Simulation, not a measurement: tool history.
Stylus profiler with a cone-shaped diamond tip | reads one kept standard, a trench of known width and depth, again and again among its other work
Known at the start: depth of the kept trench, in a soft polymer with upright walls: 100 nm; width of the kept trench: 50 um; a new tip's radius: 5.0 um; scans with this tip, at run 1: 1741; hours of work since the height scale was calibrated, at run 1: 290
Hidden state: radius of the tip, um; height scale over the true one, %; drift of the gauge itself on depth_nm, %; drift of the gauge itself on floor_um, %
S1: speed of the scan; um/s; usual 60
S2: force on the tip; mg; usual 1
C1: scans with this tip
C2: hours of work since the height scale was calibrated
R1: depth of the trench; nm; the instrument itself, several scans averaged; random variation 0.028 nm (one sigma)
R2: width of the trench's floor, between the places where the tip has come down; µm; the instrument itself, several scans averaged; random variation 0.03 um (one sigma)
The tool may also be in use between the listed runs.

run	hour	S1	S2	C1	C2	R1	R2
1	0	60	1	1741	290	100.65	47.43
2	15.3	20	1	1811	302	100.51	47.69
3	47.5	20	0.83	1959	327	100.46	47.66
4	67.2	20	0.83	2049	342	100.46	47.69
5	84.8	20	0.83	2130	355	100.45	47.68
6	119.2	29	1	2287	381	100.46	47.61
# hour 122.4: height scale calibrated on a step standard
7	151.8	31	0.74	2434	22	100.39	47.54
8	175.4	27	1	2542	40	100.48	47.55
# hour 189.7: height scale calibrated on a step standard, once more
9	205.5	27	1	2678	12	100.66	47.61
10	234.1	22	0.98	2809	34	100.62	47.62
11	268.3	22	0.98	2965	60	100.66	47.57
12	294.2	45	0.8	3084	80	100.51	47.39

4 ways to go on from here, each from the tool as it stands after run 12. What would each give?
A	317.3	29	0.45	3190	97	?	?
B	317.3	88	1.32	3190	97	?	?
C	317.3	45	0.43	3190	97	?	?
D	317.3	20	1.16	3190	97	?	?

run	R1	R2
A	100.4	47.46
B	100.75	47.28
C	100.37	47.29
D	100.67	47.59
Without the tool's hidden state the same runs would have given:
run	R1	R2
A	100.41	47.78
B	100.76	47.6
C	100.38	47.6
D	100.68	47.9

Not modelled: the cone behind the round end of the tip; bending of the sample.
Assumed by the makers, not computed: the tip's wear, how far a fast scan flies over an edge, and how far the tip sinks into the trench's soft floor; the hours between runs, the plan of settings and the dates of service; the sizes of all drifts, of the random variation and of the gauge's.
